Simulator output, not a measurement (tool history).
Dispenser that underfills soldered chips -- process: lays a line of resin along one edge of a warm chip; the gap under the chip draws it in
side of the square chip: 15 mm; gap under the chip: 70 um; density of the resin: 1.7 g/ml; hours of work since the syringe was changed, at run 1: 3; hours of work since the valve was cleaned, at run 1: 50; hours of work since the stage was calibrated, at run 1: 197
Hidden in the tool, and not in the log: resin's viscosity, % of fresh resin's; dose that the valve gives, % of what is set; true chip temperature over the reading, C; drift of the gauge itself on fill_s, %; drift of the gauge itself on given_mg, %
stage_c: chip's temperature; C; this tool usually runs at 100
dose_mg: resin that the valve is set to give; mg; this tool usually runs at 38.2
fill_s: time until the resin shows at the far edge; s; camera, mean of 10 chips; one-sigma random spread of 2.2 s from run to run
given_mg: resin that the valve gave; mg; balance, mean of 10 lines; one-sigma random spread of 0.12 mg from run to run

run,hour,stage_c,dose_mg,hours of work since the syringe was changed,hours of work since the valve was cleaned,hours of work since the stage was calibrated,fill_s,given_mg
1,0.0,100,38.2,3,50,197,229.5,36.28
2,2.6,85,38.2,5,53,199,457.2,36.46
# hour 4.1: dispensing valve cleaned and set on the balance
3,7.1,100,38.2,8,2,201,267.3,37.89
# hour 9.2: new syringe of resin
4,12.6,100,38.2,3,7,206,231.3,37.97
5,17.3,100,38.2,6,10,209,260.6,37.73
# hour 21.7: new syringe of resin
6,21.7,100,38.2,0,14,213,209.7,37.80
7,26.5,113,38.2,4,17,216,149.3,37.61
8,31.7,113,38.2,8,22,221,171.0,37.48
# hour 33.9: new syringe of resin
9,36.0,100,40.8,2,25,224,223.3,39.92
10,41.3,97,38.2,6,29,228,287.3,37.08
11,45.0,97,38.2,9,32,231,316.6,36.93
# hour 46.1: new syringe of resin
12,48.6,97,38.2,2,35,234,257.8,37.13
13,53.7,88,38.2,6,39,238,411.2,36.67
14,57.1,88,38.2,9,41,240,446.6,36.87
# hour 58.5: new syringe of resin
15,61.7,88,38.2,3,45,244,372.2,36.68
16,66.1,88,38.2,6,48,247,411.1,36.44
17,70.1,88,38.2,9,51,250,447.4,36.47
# hour 70.9: new syringe of resin
# hour 73.5: dispensing valve cleaned and set on the balance
18,74.1,92,38.2,2,1,253,306.8,38.26
19,80.1,87,38.2,7,5,257,429.9,37.82
# hour 84.5: new syringe of resin
20,84.5,86,32.5,0,9,261,391.6,32.31
21,89.7,113,48.3,4,13,265,144.7,47.56
22,93.2,113,48.3,7,16,268,157.0,47.71
# hour 97.1: new syringe of resin
23,97.7,102,49.2,0,19,271,189.5,48.26
24,103.7,102,49.2,5,24,276,218.7,47.95
25,108.0,108,48.7,9,27,279,194.5,47.66
# hour 109.6: new syringe of resin
26,112.3,100,42.1,2,30,282,226.1,40.98
27,118.2,100,42.1,7,35,287,256.8,40.83
# hour 122.0: new syringe of resin
28,122.7,112,45.6,1,38,290,136.1,43.94
29,127.9,85,42.7,5,43,295,438.3,40.96
30,132.8,89,40.5,9,46,299,421.8,38.87
# hour 134.5: new syringe of resin
31,135.9,89,40.5,1,49,301,330.1,38.51
# hour 142.2: dispensing valve cleaned and set on the balance
32,143.1,87,48.1,6,1,306,411.6,48.10
# hour 147.9: new syringe of resin
33,148.5,87,48.1,0,5,310,345.6,47.92
34,154.4,97,38.3,5,9,314,272.7,38.18
# hour 160.2: new syringe of resin
35,160.9,114,43.8,1,14,319,123.1,43.57
36,166.4,114,43.8,5,19,324,139.2,43.01
37,171.0,115,36.5,9,22,327,155.8,35.69

How would selected steps in fill_s from run to run divide? Give the signed amount a tool lacking its hidden state would still show from settings, what came in and random variation, and the signed amount left for the hidden state, including any gauge scatter that is not in both of the compared results.
Run 1 -> 2: stage_c 100 -> 85. fill_s +227.7 s: hidden state +43.7, all else +184.0.
Run 14 -> 15: new syringe of resin. fill_s -74.4 s: hidden state -81.8, all else +7.4.
Run 17 -> 18: stage_c 88 -> 92, new syringe of resin, dispensing valve cleaned and set on the balance. fill_s -140.6 s: hidden state -96.6, all else -44.0.
Run 20 -> 21: stage_c 86 -> 113, dose_mg 32.5 -> 48.3. fill_s -246.9 s: hidden state +19.6, all else -266.5.
Run 28 -> 29: stage_c 112 -> 85, dose_mg 45.6 -> 42.7. fill_s +302.2 s: hidden state +51.1, all else +251.1.
Run 30 -> 31: new syringe of resin. fill_s -91.7 s: hidden state -89.9, all else -1.8.
